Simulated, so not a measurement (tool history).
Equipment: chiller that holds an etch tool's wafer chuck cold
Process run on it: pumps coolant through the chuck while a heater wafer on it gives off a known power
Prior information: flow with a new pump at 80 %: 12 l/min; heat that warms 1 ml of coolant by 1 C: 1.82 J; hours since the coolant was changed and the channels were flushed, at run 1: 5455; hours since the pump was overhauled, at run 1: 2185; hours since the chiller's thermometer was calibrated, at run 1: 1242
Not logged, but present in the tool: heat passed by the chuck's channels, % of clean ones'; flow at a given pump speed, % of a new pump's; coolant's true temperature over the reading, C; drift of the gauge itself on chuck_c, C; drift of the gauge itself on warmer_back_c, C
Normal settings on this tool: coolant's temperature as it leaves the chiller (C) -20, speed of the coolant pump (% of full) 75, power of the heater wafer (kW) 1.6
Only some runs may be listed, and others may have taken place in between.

run,hour,coolant's temperature as it leaves the chiller (C),speed of the coolant pump (% of full),power of the heater wafer (kW),hours since the coolant was changed and the channels were flushed,hours since the pump was overhauled,hours since the chiller's thermometer was calibrated,chuck's temperature once it has settled (C),how much warmer the coolant comes back (C)
1,0,-20,75,1.6,5455,2185,1242,3.9,4.88
2,64,-20,75,1.6,5519,2249,1306,4.1,4.87
3,154.9,-20,75,1.6,5610,2340,1397,4.1,4.97
4,242.8,-20,75,1.6,5698,2428,1485,4.2,4.91
5,369,-20,75,1.6,5824,2554,1611,4.4,4.96
6,496.4,-20,69,1.6,5952,2681,1739,6.4,5.39
7,557.2,-20,75,1.6,6012,2742,1799,4.4,4.94
8,623.8,-20,75,1.6,6079,2809,1866,4.6,4.98
9,695.2,-20,75,1.6,6150,2880,1937,4.6,4.92
10,785.3,-20,75,1.6,6241,2970,2028,4.8,4.98
11,884.3,-20,75,1.588,6339,3069,2127,4.6,4.88
12,964.9,-20,92,1.568,6420,3150,2207,0.1,4
13,1092.7,-17,76,1.6,6548,3278,2335,7.7,4.97
14,1155.1,-15,75,1.6,6610,3340,2397,10,5.01
15,1255.7,-15,61,1.484,6711,3441,2498,13.2,5.8

What will run 16 give?
# hour 1272.2: coolant pump overhauled
16,1338.8,-15,88,1.484,6789,67,2576,?,?

chuck's temperature once it has settled (C): 5.8
how much warmer the coolant comes back (C): 4.02
With no hidden state in the tool, this same run would have given chuck's temperature once it has settled (C) 1.9, how much warmer the coolant comes back (C) 3.65.

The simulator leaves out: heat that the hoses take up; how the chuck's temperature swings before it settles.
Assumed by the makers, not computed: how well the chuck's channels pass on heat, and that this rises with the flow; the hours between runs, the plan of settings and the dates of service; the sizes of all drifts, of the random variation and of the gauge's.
